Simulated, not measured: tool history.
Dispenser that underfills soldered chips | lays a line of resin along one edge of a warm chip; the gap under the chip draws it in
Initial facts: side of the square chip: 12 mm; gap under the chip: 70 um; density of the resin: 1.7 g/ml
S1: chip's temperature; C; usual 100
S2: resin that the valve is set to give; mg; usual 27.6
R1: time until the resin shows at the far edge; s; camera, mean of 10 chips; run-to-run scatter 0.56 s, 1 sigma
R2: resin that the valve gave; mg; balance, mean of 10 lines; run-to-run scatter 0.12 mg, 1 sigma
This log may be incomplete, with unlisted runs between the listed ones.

run	hour	S1	S2	R1	R2
1	0.0	100	27.6	56.5	26.65
2	9.7	100	27.6	61.5	26.48
3	17.3	100	27.6	59.6	26.51
4	27.9	100	27.6	65.4	27.56
5	32.7	100	27.6	53.9	27.74
6	41.2	100	27.6	54.3	27.37
7	49.9	100	27.6	56.1	27.49
8	55.6	100	27.6	75.2	27.52
9	65.0	100	27.6	50.0	27.32
10	70.7	110	27.6	46.1	27.29
11	80.3	100	35.9	73.8	35.51
12	89.8	102	27.6	48.1	27.31
13	96.7	100	27.6	73.8	27.01
14	103.6	100	27.6	68.1	27.25
15	108.5	110	32.7	37.8	32.06
16	117.7	110	32.9	38.6	32.27
17	127.9	111	33.8	42.8	33.22
18	137.1	115	33.8	39.4	32.95
19	146.9	101	32.9	73.3	32.09
20	156.8	101	32.9	50.9	31.73
21	166.9	105	26.1	49.3	25.34
22	173.5	105	26.1	46.4	25.06
23	182.0	105	26.1	45.7	25.08
24	192.2	86	33.1	107.7	32.03
25	198.9	90	24.1	85.3	23.29
26	203.1	90	24.1	104.8	23.21
27	211.6	99	34.2	70.8	32.82
28	219.3	104	26.9	52.8	26.85

The log once held 28 entries between its listed runs, left out of this copy. Where does each go, and what is different about the tool's unlogged condition between the listed run before it and the listed run after it?
In the gap between runs 1 and 2: new syringe of resin (hour 5.8)
  resin's viscosity, % of fresh resin's: 114.4 -> 124.6; dose that the valve gives, % of what is set: 96.63 -> 96.39; true chip temperature over the reading, C: -0.82 -> -0.87
  measured minus no-state result, R1: +8.9 -> +14.1 s; R2: -0.93 -> -1.00 mg
In the gap between runs 2 and 3: new syringe of resin (hour 13.9)
  resin's viscosity, % of fresh resin's: 124.6 -> 119.8; dose that the valve gives, % of what is set: 96.39 -> 96.22; true chip temperature over the reading, C: -0.87 -> -0.9
  measured minus no-state result, R1: +14.1 -> +11.8 s; R2: -1.00 -> -1.04 mg
In the gap between runs 3 and 4: new syringe of resin (hour 22.0); dispensing valve cleaned and set on the balance (hour 27.9)
  resin's viscosity, % of fresh resin's: 119.8 -> 131.1; dose that the valve gives, % of what is set: 96.22 -> 100.13; true chip temperature over the reading, C: -0.9 -> -0.95
  measured minus no-state result, R1: +11.8 -> +17.4 s; R2: -1.04 -> +0.04 mg
In the gap between runs 4 and 5: new syringe of resin (hour 31.4)
  resin's viscosity, % of fresh resin's: 131.1 -> 108.5; dose that the valve gives, % of what is set: 100.13 -> 100.04; true chip temperature over the reading, C: -0.95 -> -0.97
  measured minus no-state result, R1: +17.4 -> +6.2 s; R2: +0.04 -> +0.01 mg
In the gap between runs 5 and 6: new syringe of resin (hour 39.6)
  resin's viscosity, % of fresh resin's: 108.5 -> 109.9; dose that the valve gives, % of what is set: 100.04 -> 99.83; true chip temperature over the reading, C: -0.97 -> -1.01
  measured minus no-state result, R1: +6.2 -> +6.9 s; R2: +0.01 -> -0.05 mg
In the gap between runs 6 and 7: new syringe of resin (hour 48.2)
  resin's viscosity, % of fresh resin's: 109.9 -> 110.4; dose that the valve gives, % of what is set: 99.83 -> 99.65; true chip temperature over the reading, C: -1.01 -> -1.06
  measured minus no-state result, R1: +6.9 -> +7.4 s; R2: -0.05 -> -0.10 mg
In the gap between runs 8 and 9: new syringe of resin (hour 56.8); new syringe of resin (hour 65.0)
  resin's viscosity, % of fresh resin's: 150.1 -> 100.6; dose that the valve gives, % of what is set: 99.52 -> 99.32; true chip temperature over the reading, C: -1.09 -> -1.13
  measured minus no-state result, R1: +27.6 -> +2.5 s; R2: -0.13 -> -0.18 mg
In the gap between runs 10 and 11: new syringe of resin (hour 73.3)
  resin's viscosity, % of fresh resin's: 136.1 -> 147.5; dose that the valve gives, % of what is set: 99.2 -> 98.98; true chip temperature over the reading, C: -1.15 -> -1.2
  measured minus no-state result, R1: +13.8 -> +26.1 s; R2: -0.22 -> -0.37 mg
In the gap between runs 11 and 12: new syringe of resin (hour 81.5); new syringe of resin (hour 89.6)
  resin's viscosity, % of fresh resin's: 147.5 -> 102.1; dose that the valve gives, % of what is set: 98.98 -> 98.78; true chip temperature over the reading, C: -1.2 -> -1.24
  measured minus no-state result, R1: +26.1 -> +3.3 s; R2: -0.37 -> -0.34 mg
In the gap between runs 13 and 14: new syringe of resin (hour 97.9)
  resin's viscosity, % of fresh resin's: 147.5 -> 134.7; dose that the valve gives, % of what is set: 98.63 -> 98.49; true chip temperature over the reading, C: -1.28 -> -1.31
  measured minus no-state result, R1: +26.3 -> +20.2 s; R2: -0.37 -> -0.42 mg
In the gap between runs 14 and 15: new syringe of resin (hour 106.5)
  resin's viscosity, % of fresh resin's: 134.7 -> 112.1; dose that the valve gives, % of what is set: 98.49 -> 98.38; true chip temperature over the reading, C: -1.31 -> -1.33
  measured minus no-state result, R1: +20.2 -> +5.8 s; R2: -0.42 -> -0.53 mg
In the gap between runs 15 and 16: new syringe of resin (hour 114.7)
  resin's viscosity, % of fresh resin's: 112.1 -> 116.5; dose that the valve gives, % of what is set: 98.38 -> 98.19; true chip temperature over the reading, C: -1.33 -> -1.38
  measured minus no-state result, R1: +5.8 -> +7.2 s; R2: -0.53 -> -0.59 mg
In the gap between runs 16 and 17: new syringe of resin (hour 122.8)
  resin's viscosity, % of fresh resin's: 116.5 -> 133.1; dose that the valve gives, % of what is set: 98.19 -> 97.96; true chip temperature over the reading, C: -1.38 -> -1.42
  measured minus no-state result, R1: +7.2 -> +12.4 s; R2: -0.59 -> -0.69 mg
In the gap between runs 17 and 18: new syringe of resin (hour 131.0)
  resin's viscosity, % of fresh resin's: 133.1 -> 142; dose that the valve gives, % of what is set: 97.96 -> 97.75; true chip temperature over the reading, C: -1.42 -> -1.46
  measured minus no-state result, R1: +12.4 -> +13.2 s; R2: -0.69 -> -0.75 mg
In the gap between runs 18 and 19: new syringe of resin (hour 139.3)
  resin's viscosity, % of fresh resin's: 142 -> 153; dose that the valve gives, % of what is set: 97.75 -> 97.53; true chip temperature over the reading, C: -1.46 -> -1.51
  measured minus no-state result, R1: +13.2 -> +28.3 s; R2: -0.75 -> -0.82 mg
In the gap between runs 19 and 20: new syringe of resin (hour 147.7); new syringe of resin (hour 156.0)
  resin's viscosity, % of fresh resin's: 153 -> 103.8; dose that the valve gives, % of what is set: 97.53 -> 97.34; true chip temperature over the reading, C: -1.51 -> -1.56
  measured minus no-state result, R1: +28.3 -> +4.9 s; R2: -0.82 -> -0.87 mg
In the gap between runs 20 and 21: new syringe of resin (hour 164.1)
  resin's viscosity, % of fresh resin's: 103.8 -> 116.3; dose that the valve gives, % of what is set: 97.34 -> 97.11; true chip temperature over the reading, C: -1.56 -> -1.61
  measured minus no-state result, R1: +4.9 -> +9.6 s; R2: -0.87 -> -0.76 mg
In the gap between runs 21 and 22: new syringe of resin (hour 172.3)
  resin's viscosity, % of fresh resin's: 116.3 -> 107.2; dose that the valve gives, % of what is set: 97.11 -> 96.96; true chip temperature over the reading, C: -1.61 -> -1.64
  measured minus no-state result, R1: +9.6 -> +6.0 s; R2: -0.76 -> -0.79 mg
In the gap between runs 22 and 23: new syringe of resin (hour 180.3)
  resin's viscosity, % of fresh resin's: 107.2 -> 108.6; dose that the valve gives, % of what is set: 96.96 -> 96.78; true chip temperature over the reading, C: -1.64 -> -1.68
  measured minus no-state result, R1: +6.0 -> +6.5 s; R2: -0.79 -> -0.84 mg
In the gap between runs 23 and 24: new syringe of resin (hour 189.0)
  resin's viscosity, % of fresh resin's: 108.6 -> 118.2; dose that the valve gives, % of what is set: 96.78 -> 96.56; true chip temperature over the reading, C: -1.68 -> -1.73
  measured minus no-state result, R1: +6.5 -> +23.3 s; R2: -0.84 -> -1.14 mg
In the gap between runs 24 and 25: new syringe of resin (hour 197.5)
  resin's viscosity, % of fresh resin's: 118.2 -> 104.8; dose that the valve gives, % of what is set: 96.56 -> 96.41; true chip temperature over the reading, C: -1.73 -> -1.76
  measured minus no-state result, R1: +23.3 -> +10.4 s; R2: -1.14 -> -0.87 mg
In the gap between runs 26 and 27: new syringe of resin (hour 206.1)
  resin's viscosity, % of fresh resin's: 131.3 -> 133; dose that the valve gives, % of what is set: 96.31 -> 96.1; true chip temperature over the reading, C: -1.78 -> -1.82
  measured minus no-state result, R1: +31.7 -> +21.3 s; R2: -0.89 -> -1.33 mg
In the gap between runs 27 and 28: dispensing valve cleaned and set on the balance (hour 213.9); new syringe of resin (hour 215.5)
  resin's viscosity, % of fresh resin's: 133 -> 119.8; dose that the valve gives, % of what is set: 96.1 -> 99.89; true chip temperature over the reading, C: -1.82 -> -1.86
  measured minus no-state result, R1: +21.3 -> +11.8 s; R2: -1.33 -> -0.03 mg
